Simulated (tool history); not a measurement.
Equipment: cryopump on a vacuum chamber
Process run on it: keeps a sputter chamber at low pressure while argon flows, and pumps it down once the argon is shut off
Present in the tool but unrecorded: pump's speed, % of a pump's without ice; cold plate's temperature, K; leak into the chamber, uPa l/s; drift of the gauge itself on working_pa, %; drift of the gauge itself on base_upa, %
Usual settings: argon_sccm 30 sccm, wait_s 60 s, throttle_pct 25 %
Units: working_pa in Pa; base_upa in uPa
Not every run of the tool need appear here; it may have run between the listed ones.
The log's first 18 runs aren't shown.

run	day	argon_sccm	wait_s	throttle_pct	hours of work since the pump was warmed up and emptied	hours of work since the cold head was overhauled	hours of work since the chamber's fittings were tightened	working_pa	base_upa
19	9.812	30	60	25	239	239	212	0.1077	1.46
20	10.458	17	185	58	249	249	222	0.0265	0.62
21	10.871	17	83	23	256	256	229	0.0656	1.07
22	11.650	30	27	25	269	269	242	0.1081	2.81
23	12.175	20	36	25	277	277	250	0.0719	2.19
24	12.783	20	36	30	287	287	260	0.0613	2.18
25	13.446	30	77	18	298	298	271	0.1489	1.14
26	14.133	30	62	22	309	309	282	0.1226	1.40
27	14.612	16	95	21	317	317	290	0.0683	0.96
28	14.975	33	75	25	323	323	296	0.1195	1.16
29	15.638	30	29	25	334	334	307	0.1077	2.73
30	16.150	26	42	16	342	342	315	0.1451	1.97
31	16.629	17	32	59	350	350	323	0.0270	2.45
32	17.142	58	24	39	358	358	331	0.1357	3.19
33	17.671	58	24	39	367	367	340	0.1347	3.20
34	18.446	58	24	39	379	379	352	0.1360	3.19

Below are 4 alternative next runs, each starting from the tool's condition after run 34. Predict each:
A	19.225	13	44	25	392	392	365	?	?
B	19.225	13	116	25	392	392	365	?	?
C	19.225	15	146	24	392	392	365	?	?
D	19.225	28	136	40	392	392	365	?	?

run	working_pa	base_upa
A	0.0469	1.85
B	0.0466	0.91
C	0.0569	0.75
D	0.0648	0.82
Take away the tool's hidden state, keep each run's random variation, and the runs would have read:
run	working_pa	base_upa
A	0.0459	1.70
B	0.0456	0.77
C	0.0558	0.61
D	0.0627	0.67

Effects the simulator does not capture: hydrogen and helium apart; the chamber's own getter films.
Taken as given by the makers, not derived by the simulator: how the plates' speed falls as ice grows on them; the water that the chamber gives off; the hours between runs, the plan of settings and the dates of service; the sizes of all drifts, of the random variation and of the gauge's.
